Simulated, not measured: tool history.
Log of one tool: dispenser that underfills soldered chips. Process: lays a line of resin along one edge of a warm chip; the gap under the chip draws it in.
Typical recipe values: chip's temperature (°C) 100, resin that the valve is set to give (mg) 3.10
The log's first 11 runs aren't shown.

run,hour,chip's temperature (°C),resin that the valve is set to give (mg),hours of work since the syringe was changed,hours of work since the valve was cleaned,hours of work since the stage was calibrated,time until the resin shows at the far edge (s),resin that the valve gave (mg)
12,62.3,112,3.10,10,51,51,27.2,2.97
# hour 63.8: new syringe of resin
13,70.9,112,3.10,6,58,58,19.3,2.95
# hour 78.1: new syringe of resin
14,79.0,112,3.10,1,64,64,13.5,2.89
15,84.6,100,2.78,5,68,68,29.0,2.60
16,89.2,100,3.10,9,72,72,35.7,2.95
# hour 91.9: new syringe of resin
17,95.5,100,2.82,3,77,77,23.8,2.62
18,103.7,109,3.10,9,83,83,28.5,2.87
# hour 106.1: new syringe of resin
# hour 107.7: dispensing valve cleaned and set on the balance
19,109.5,111,2.97,2,1,87,14.7,2.97
20,117.8,99,3.35,8,8,93,35.7,3.31
# hour 121.1: new syringe of resin
21,122.2,99,3.35,1,11,97,20.1,3.32
22,130.7,108,2.73,8,18,103,25.8,2.65
# hour 135.1: new syringe of resin
23,136.7,93,2.94,1,23,108,24.8,2.84
24,142.9,98,3.10,6,27,113,31.3,3.02
# hour 149.0: new syringe of resin
25,149.4,98,3.10,0,32,118,19.7,2.95
26,156.3,98,3.10,6,38,123,30.5,2.99
# hour 163.0: new syringe of resin
27,164.7,109,3.47,1,44,130,14.5,3.28
28,172.9,101,3.47,8,51,136,32.2,3.29
# hour 177.2: new syringe of resin
29,180.6,98,3.84,3,57,142,23.1,3.68
30,185.2,96,3.04,6,60,146,34.5,2.87

Expected results for the next run?
# hour 191.4: new syringe of resin
31,192.4,96,3.04,1,66,151,?,?

time until the resin shows at the far edge (s): 21.9
resin that the valve gave (mg): 2.89
With no hidden state in the tool, this same run would have given time until the resin shows at the far edge (s) 20.8, resin that the valve gave (mg) 3.07.
